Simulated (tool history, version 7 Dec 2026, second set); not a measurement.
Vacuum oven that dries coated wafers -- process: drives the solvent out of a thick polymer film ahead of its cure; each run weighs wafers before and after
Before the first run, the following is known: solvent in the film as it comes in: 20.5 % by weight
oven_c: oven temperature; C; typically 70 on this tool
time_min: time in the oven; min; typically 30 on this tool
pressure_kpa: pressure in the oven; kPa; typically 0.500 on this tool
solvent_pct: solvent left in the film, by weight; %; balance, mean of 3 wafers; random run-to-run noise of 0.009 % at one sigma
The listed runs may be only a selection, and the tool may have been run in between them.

Run 1, hour 0.0: usual settings. Result: solvent_pct 1.065 %.
Run 2, hour 75.9: usual settings. Result: solvent_pct 1.064 %.
Run 3, hour 161.2: usual settings. Result: solvent_pct 1.067 %.
Run 4, hour 220.2: usual settings but oven_c 83 C. Result: solvent_pct 0.305 %.
Run 5, hour 285.1: usual settings but oven_c 83 C. Result: solvent_pct 0.314 %.
Run 6, hour 347.2: usual settings. Result: solvent_pct 1.058 %.
Run 7, hour 392.2: usual settings. Result: solvent_pct 1.058 %.
Run 8, hour 454.2: usual settings. Result: solvent_pct 1.077 %.
Run 9, hour 495.5: usual settings but pressure_kpa 1.254 kPa. Result: solvent_pct 1.725 %.
Run 10, hour 542.9: usual settings but pressure_kpa 0.546 kPa. Result: solvent_pct 1.105 %.
Run 11, hour 604.0: usual settings but pressure_kpa 0.546 kPa. Result: solvent_pct 1.107 %.
Run 12, hour 679.6: usual settings but pressure_kpa 0.546 kPa. Result: solvent_pct 1.095 %.
Run 13, hour 726.3: usual settings but pressure_kpa 0.546 kPa. Result: solvent_pct 1.111 %.
Run 14, hour 799.1: usual settings but pressure_kpa 0.546 kPa. Result: solvent_pct 1.106 %.
Run 15, hour 841.5: usual settings but pressure_kpa 0.546 kPa. Result: solvent_pct 1.107 %.
Run 16, hour 905.2: usual settings but pressure_kpa 1.022 kPa. Result: solvent_pct 1.541 %.
Run 17, hour 962.9: usual settings but pressure_kpa 1.022 kPa. Result: solvent_pct 1.520 %.
Run 18, hour 1047.3: usual settings but pressure_kpa 1.022 kPa. Result: solvent_pct 1.537 %.
Run 19, hour 1092.6: usual settings but pressure_kpa 0.274 kPa. Result: solvent_pct 0.887 %.
Run 20, hour 1182.7: usual settings but pressure_kpa 0.274 kPa. Result: solvent_pct 0.879 %.
At hour 1232.3: vacuum gauge cleaned of residue and calibrated.
Run 21, hour 1269.6: usual settings but pressure_kpa 0.559 kPa. Result: solvent_pct 0.958 %.
Run 22, hour 1361.5: usual settings but pressure_kpa 0.559 kPa. Result: solvent_pct 0.977 %.
Run 23, hour 1423.0: usual settings but pressure_kpa 0.559 kPa. Result: solvent_pct 0.972 %.
Run 24, hour 1498.3: usual settings but pressure_kpa 0.559 kPa. Result: solvent_pct 0.986 %.

Run 25, settings as shown, results not yet in. Your forecast:
Run 25, hour 1570.3: usual settings but pressure_kpa 0.559 kPa. Result: solvent_pct ?.

{"run 25": {"solvent_pct": 1.0}}
With the hidden condition absent and the run-to-run variation left alone, this run would have shown solvent_pct 1.071 %.
